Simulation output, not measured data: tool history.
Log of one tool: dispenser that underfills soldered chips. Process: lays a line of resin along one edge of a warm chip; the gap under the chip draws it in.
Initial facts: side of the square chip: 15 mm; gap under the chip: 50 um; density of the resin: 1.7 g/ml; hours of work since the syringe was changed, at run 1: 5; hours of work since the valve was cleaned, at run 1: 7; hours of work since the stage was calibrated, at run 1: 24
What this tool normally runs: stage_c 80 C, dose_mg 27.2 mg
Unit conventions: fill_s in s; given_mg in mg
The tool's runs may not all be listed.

| run | hour | stage_c | dose_mg | hours of work since the syringe was changed | hours of work since the valve was cleaned | hours of work since the stage was calibrated | fill_s | given_mg |
|---|---|---|---|---|---|---|---|---|
| 1 | 0 | 80 | 27.2 | 5 | 7 | 24 | 220 | 27.07 |
|  | 5.6 | new syringe of resin |
| 2 | 12.8 | 80 | 27.2 | 5 | 16 | 32 | 224.2 | 26.91 |
|  | 17.9 | new syringe of resin |
| 3 | 24.8 | 80 | 33.1 | 5 | 24 | 41 | 222.7 | 32.85 |
|  | 30.5 | new syringe of resin |
| 4 | 34.6 | 80 | 27.2 | 3 | 31 | 48 | 194.1 | 26.67 |
|  | 42.8 | new syringe of resin |
| 5 | 46.8 | 80 | 23.5 | 3 | 40 | 56 | 206.1 | 23 |
|  | 54.9 | new syringe of resin |
| 6 | 59 | 80 | 23.5 | 3 | 49 | 65 | 206.2 | 23.08 |
|  | 66.8 | new syringe of resin |
| 7 | 67.2 | 80 | 23.5 | 0 | 54 | 71 | 177.5 | 23.05 |
|  | 79.3 | new syringe of resin |
| 8 | 79.4 | 80 | 23.5 | 0 | 63 | 79 | 174.5 | 22.9 |
| 9 | 90.3 | 80 | 23.5 | 8 | 71 | 87 | 278.8 | 22.91 |
|  | 91.9 | new syringe of resin |
|  | 104.6 | new syringe of resin |
| 10 | 105.6 | 80 | 23.5 | 1 | 81 | 98 | 180 | 22.88 |
| 11 | 116 | 80 | 27.2 | 8 | 89 | 105 | 264.4 | 26.44 |
|  | 117.3 | new syringe of resin |
| 12 | 122.8 | 80 | 27.2 | 4 | 93 | 110 | 210.3 | 26.36 |
|  | 129.7 | new syringe of resin |
| 13 | 135.9 | 80 | 27.2 | 5 | 103 | 119 | 211.6 | 26.25 |
|  | 141.7 | new syringe of resin |
| 14 | 144.5 | 80 | 27.2 | 2 | 109 | 125 | 188.1 | 26.14 |
| 15 | 150.5 | 93 | 27.2 | 6 | 113 | 129 | 165 | 26.25 |
|  | 152.7 | dispensing valve cleaned and set on the balance |
|  | 155 | new syringe of resin |
| 16 | 160.7 | 80 | 25.3 | 4 | 5 | 136 | 206.6 | 25.16 |
|  | 168 | new syringe of resin |
| 17 | 175.1 | 66 | 29.9 | 5 | 16 | 146 | 325.5 | 29.82 |
|  | 180.4 | new syringe of resin |
| 18 | 184.5 | 80 | 24.1 | 3 | 22 | 152 | 198.3 | 23.99 |
|  | 193.5 | new syringe of resin |
| 19 | 196 | 79 | 29 | 2 | 30 | 160 | 179.3 | 28.75 |
| 20 | 203.2 | 79 | 29 | 7 | 35 | 166 | 241.7 | 28.61 |
|  | 206.1 | new syringe of resin |
| 21 | 216.1 | 79 | 29 | 7 | 45 | 175 | 257.7 | 28.77 |
|  | 218.5 | new syringe of resin |
| 22 | 226.1 | 68 | 27 | 5 | 51 | 182 | 323.1 | 26.67 |
|  | 231.4 | new syringe of resin |
| 23 | 235.6 | 66 | 32.5 | 3 | 58 | 188 | 289.8 | 31.72 |
| 24 | 242.6 | 66 | 32.5 | 8 | 63 | 193 | 380.2 | 31.85 |
|  | 243.7 | new syringe of resin |
| 25 | 252.4 | 77 | 32.5 | 6 | 70 | 200 | 250.8 | 31.81 |
|  | 256 | new syringe of resin |
| 26 | 262.3 | 85 | 34.9 | 5 | 77 | 207 | 178.9 | 33.94 |
|  | 268.4 | new syringe of resin |
| 27 | 273.6 | 85 | 34.9 | 4 | 85 | 215 | 174.3 | 34.03 |
|  | 280.6 | new syringe of resin |
| 28 | 286 | 85 | 34.9 | 4 | 94 | 224 | 173.1 | 33.75 |
|  | 292.6 | new syringe of resin |
| 29 | 293 | 85 | 34.9 | 0 | 98 | 229 | 140.1 | 33.68 |
|  | 305.4 | new syringe of resin |
| 30 | 308.1 | 88 | 30 | 2 | 109 | 239 | 142.7 | 29.11 |
|  | 315.3 | dispensing valve cleaned and set on the balance |
|  | 318.6 | new syringe of resin |
| 31 | 324.3 | 88 | 30 | 4 | 6 | 250 | 163.2 | 29.92 |

5 options for the next run, each taken on its own from the tool as it stands now. Forecast them:
|  | 330.5 | new syringe of resin |
| A | 338.8 | 72 | 25.9 | 6 | 16 | 260 | ? | ? |
|  | 330.5 | new syringe of resin |
| B | 338.8 | 85 | 34.9 | 6 | 16 | 260 | ? | ? |
|  | 330.5 | new syringe of resin |
| C | 338.8 | 88 | 27.2 | 6 | 16 | 260 | ? | ? |
|  | 330.5 | new syringe of resin |
| D | 338.8 | 93 | 24.8 | 6 | 16 | 260 | ? | ? |
|  | 330.5 | new syringe of resin |
| E | 338.8 | 92 | 30 | 6 | 16 | 260 | ? | ? |

| run | fill_s | given_mg |
|---|---|---|
| A | 298.6 | 25.73 |
| B | 193 | 34.67 |
| C | 178.7 | 27.02 |
| D | 160.9 | 24.43 |
| E | 164.3 | 29.75 |
Without the tool's unlogged condition, the same runs would have read:
| run | fill_s | given_mg |
|---|---|---|
| A | 221 | 25.92 |
| B | 142.5 | 34.93 |
| C | 131.6 | 27.22 |
| D | 118.3 | 24.61 |
| E | 121.1 | 29.98 |
